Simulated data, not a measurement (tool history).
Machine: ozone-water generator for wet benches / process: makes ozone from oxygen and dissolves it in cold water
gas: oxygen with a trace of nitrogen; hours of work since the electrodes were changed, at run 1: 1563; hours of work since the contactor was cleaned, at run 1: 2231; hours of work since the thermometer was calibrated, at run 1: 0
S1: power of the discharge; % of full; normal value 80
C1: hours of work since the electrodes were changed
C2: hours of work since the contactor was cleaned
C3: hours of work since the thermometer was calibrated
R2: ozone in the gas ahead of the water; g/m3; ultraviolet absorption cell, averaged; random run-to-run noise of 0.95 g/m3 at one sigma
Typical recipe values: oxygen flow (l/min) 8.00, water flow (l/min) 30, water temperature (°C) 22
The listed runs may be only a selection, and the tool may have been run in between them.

{"run": 1, "day": 0.0, "S1": 80, "oxygen flow (l/min)": 8.0, "water flow (l/min)": 30, "water temperature (°C)": 22, "C1": 1563, "C2": 2231, "C3": 0, "dissolved ozone (ppm)": 17.4, "R2": 155.9}
{"run": 2, "day": 3.4, "S1": 80, "oxygen flow (l/min)": 8.0, "water flow (l/min)": 30, "water temperature (°C)": 22, "C1": 1624, "C2": 2292, "C3": 61, "dissolved ozone (ppm)": 17.4, "R2": 157.3}
{"run": 3, "day": 5.65, "S1": 80, "oxygen flow (l/min)": 4.65, "water flow (l/min)": 30, "water temperature (°C)": 22, "C1": 1664, "C2": 2332, "C3": 101, "dissolved ozone (ppm)": 16.9, "R2": 209.5}
{"run": 4, "day": 9.017, "S1": 80, "oxygen flow (l/min)": 4.65, "water flow (l/min)": 30, "water temperature (°C)": 22, "C1": 1724, "C2": 2393, "C3": 162, "dissolved ozone (ppm)": 16.8, "R2": 207.4}
{"run": 5, "day": 11.038, "S1": 80, "oxygen flow (l/min)": 4.65, "water flow (l/min)": 30, "water temperature (°C)": 22, "C1": 1760, "C2": 2429, "C3": 198, "dissolved ozone (ppm)": 16.9, "R2": 207.4}
{"run": 6, "day": 13.267, "S1": 80, "oxygen flow (l/min)": 4.65, "water flow (l/min)": 30, "water temperature (°C)": 22, "C1": 1800, "C2": 2469, "C3": 238, "dissolved ozone (ppm)": 17.0, "R2": 207.9}
{"run": 7, "day": 16.0, "S1": 79, "oxygen flow (l/min)": 4.65, "water flow (l/min)": 30, "water temperature (°C)": 22, "C1": 1849, "C2": 2518, "C3": 287, "dissolved ozone (ppm)": 16.5, "R2": 204.8}
{"run": 8, "day": 18.612, "S1": 79, "oxygen flow (l/min)": 4.65, "water flow (l/min)": 30, "water temperature (°C)": 22, "C1": 1896, "C2": 2565, "C3": 334, "dissolved ozone (ppm)": 16.7, "R2": 207.4}
{"run": 9, "day": 21.867, "S1": 79, "oxygen flow (l/min)": 4.65, "water flow (l/min)": 30, "water temperature (°C)": 22, "C1": 1955, "C2": 2623, "C3": 392, "dissolved ozone (ppm)": 16.6, "R2": 206.0}
{"run": 10, "day": 24.462, "S1": 79, "oxygen flow (l/min)": 4.65, "water flow (l/min)": 30, "water temperature (°C)": 22, "C1": 2001, "C2": 2670, "C3": 439, "dissolved ozone (ppm)": 16.9, "R2": 204.9}
{"run": 11, "day": 26.35, "S1": 79, "oxygen flow (l/min)": 4.65, "water flow (l/min)": 30, "water temperature (°C)": 22, "C1": 2035, "C2": 2703, "C3": 472, "dissolved ozone (ppm)": 16.4, "R2": 205.8}
{"run": 12, "day": 28.533, "S1": 79, "oxygen flow (l/min)": 4.65, "water flow (l/min)": 30, "water temperature (°C)": 22, "C1": 2074, "C2": 2743, "C3": 512, "dissolved ozone (ppm)": 16.6, "R2": 205.3}
{"run": 13, "day": 30.75, "S1": 79, "oxygen flow (l/min)": 4.65, "water flow (l/min)": 30, "water temperature (°C)": 22, "C1": 2114, "C2": 2782, "C3": 551, "dissolved ozone (ppm)": 16.4, "R2": 204.7}
{"run": 14, "day": 32.533, "S1": 79, "oxygen flow (l/min)": 4.65, "water flow (l/min)": 30, "water temperature (°C)": 22, "C1": 2146, "C2": 2814, "C3": 583, "dissolved ozone (ppm)": 16.5, "R2": 206.5}
{"run": 15, "day": 35.096, "S1": 79, "oxygen flow (l/min)": 4.65, "water flow (l/min)": 30, "water temperature (°C)": 22, "C1": 2192, "C2": 2860, "C3": 629, "dissolved ozone (ppm)": 16.3, "R2": 205.0}
{"run": 16, "day": 37.679, "S1": 79, "oxygen flow (l/min)": 4.65, "water flow (l/min)": 30, "water temperature (°C)": 22, "C1": 2238, "C2": 2907, "C3": 676, "dissolved ozone (ppm)": 16.6, "R2": 205.0}
{"run": 17, "day": 41.3, "S1": 85, "oxygen flow (l/min)": 12.54, "water flow (l/min)": 22, "water temperature (°C)": 28, "C1": 2303, "C2": 2972, "C3": 741, "dissolved ozone (ppm)": 17.8, "R2": 128.3}
{"run": 18, "day": 44.396, "S1": 61, "oxygen flow (l/min)": 12.54, "water flow (l/min)": 44, "water temperature (°C)": 17, "C1": 2359, "C2": 3027, "C3": 796, "dissolved ozone (ppm)": 11.7, "R2": 101.1}
{"run": 19, "day": 46.525, "S1": 67, "oxygen flow (l/min)": 12.54, "water flow (l/min)": 19, "water temperature (°C)": 17, "C1": 2397, "C2": 3065, "C3": 834, "dissolved ozone (ppm)": 20.9, "R2": 108.8}
{"run": 20, "day": 49.55, "S1": 67, "oxygen flow (l/min)": 12.54, "water flow (l/min)": 36, "water temperature (°C)": 24, "C1": 2451, "C2": 3120, "C3": 889, "dissolved ozone (ppm)": 12.7, "R2": 109.2}
{"run": 21, "day": 52.575, "S1": 47, "oxygen flow (l/min)": 8.0, "water flow (l/min)": 30, "water temperature (°C)": 27, "C1": 2505, "C2": 3174, "C3": 943, "dissolved ozone (ppm)": 10.9, "R2": 107.1}
{"run": 22, "day": 55.917, "S1": 68, "oxygen flow (l/min)": 8.0, "water flow (l/min)": 30, "water temperature (°C)": 21, "C1": 2565, "C2": 3234, "C3": 1003, "dissolved ozone (ppm)": 15.4, "R2": 138.9}
{"run": 23, "day": 59.092, "S1": 95, "oxygen flow (l/min)": 10.54, "water flow (l/min)": 46, "water temperature (°C)": 20, "C1": 2622, "C2": 3291, "C3": 1060, "dissolved ozone (ppm)": 14.4, "R2": 149.9}
{"day": 61.696, "done": "contactor cleaned"}
{"run": 24, "day": 62.633, "S1": 95, "oxygen flow (l/min)": 10.54, "water flow (l/min)": 46, "water temperature (°C)": 20, "C1": 2683, "C2": 17, "C3": 1120, "dissolved ozone (ppm)": 15.1, "R2": 151.5}
{"run": 25, "day": 65.267, "S1": 95, "oxygen flow (l/min)": 10.54, "water flow (l/min)": 46, "water temperature (°C)": 20, "C1": 2730, "C2": 64, "C3": 1167, "dissolved ozone (ppm)": 15.0, "R2": 151.0}
{"run": 26, "day": 67.083, "S1": 83, "oxygen flow (l/min)": 9.94, "water flow (l/min)": 26, "water temperature (°C)": 14, "C1": 2762, "C2": 97, "C3": 1200, "dissolved ozone (ppm)": 22.5, "R2": 142.9}
{"run": 27, "day": 69.254, "S1": 80, "oxygen flow (l/min)": 6.18, "water flow (l/min)": 44, "water temperature (°C)": 22, "C1": 2801, "C2": 136, "C3": 1239, "dissolved ozone (ppm)": 12.8, "R2": 175.3}
{"run": 28, "day": 70.917, "S1": 53, "oxygen flow (l/min)": 6.18, "water flow (l/min)": 26, "water temperature (°C)": 23, "C1": 2831, "C2": 165, "C3": 1269, "dissolved ozone (ppm)": 14.2, "R2": 132.8}
{"run": 29, "day": 73.842, "S1": 66, "oxygen flow (l/min)": 7.33, "water flow (l/min)": 42, "water temperature (°C)": 17, "C1": 2884, "C2": 218, "C3": 1321, "dissolved ozone (ppm)": 12.6, "R2": 141.8}
{"run": 30, "day": 75.512, "S1": 80, "oxygen flow (l/min)": 8.15, "water flow (l/min)": 30, "water temperature (°C)": 17, "C1": 2914, "C2": 248, "C3": 1351, "dissolved ozone (ppm)": 18.9, "R2": 151.8}
{"run": 31, "day": 78.3, "S1": 95, "oxygen flow (l/min)": 8.0, "water flow (l/min)": 30, "water temperature (°C)": 29, "C1": 2964, "C2": 298, "C3": 1401, "dissolved ozone (ppm)": 17.4, "R2": 174.2}
{"run": 32, "day": 81.429, "S1": 54, "oxygen flow (l/min)": 6.51, "water flow (l/min)": 41, "water temperature (°C)": 24, "C1": 3020, "C2": 354, "C3": 1457, "dissolved ozone (ppm)": 10.1, "R2": 129.5}

Selected run-to-run steps in dissolved ozone (ppm), each split into two signed amounts: the part the tool would show with no hidden state at all (from settings, incoming material and random variation), and the remainder, which goes to the hidden state together with any gauge scatter not common to the measured and the hidden-state-free results:
Hidden conditions of the tool in this case: yield of the discharge, % of new electrodes'; contactor's efficiency, % of a clean one's; true water temperature over the reading, C; drift of the gauge itself on ozone_ppm, %; drift of the gauge itself on gas_g_m3, %.
Run 18 -> 19: S1 61 -> 67, water flow (l/min) 44 -> 19. dissolved ozone (ppm) +9.2: hidden state -0.5, all else +9.7.
Run 19 -> 20: water flow (l/min) 19 -> 36, water temperature (°C) 17 -> 24. dissolved ozone (ppm) -8.2: hidden state +0.4, all else -8.6.
Run 23 -> 24: contactor cleaned. dissolved ozone (ppm) +0.7: hidden state +0.6, all else +0.1.
Run 26 -> 27: S1 83 -> 80, oxygen flow (l/min) 9.94 -> 6.18, water flow (l/min) 26 -> 44, water temperature (°C) 14 -> 22. dissolved ozone (ppm) -9.7: hidden state +0.5, all else -10.2.
Run 31 -> 32: S1 95 -> 54, oxygen flow (l/min) 8.00 -> 6.51, water flow (l/min) 30 -> 41, water temperature (°C) 29 -> 24. dissolved ozone (ppm) -7.3: hidden state +0.6, all else -7.9.

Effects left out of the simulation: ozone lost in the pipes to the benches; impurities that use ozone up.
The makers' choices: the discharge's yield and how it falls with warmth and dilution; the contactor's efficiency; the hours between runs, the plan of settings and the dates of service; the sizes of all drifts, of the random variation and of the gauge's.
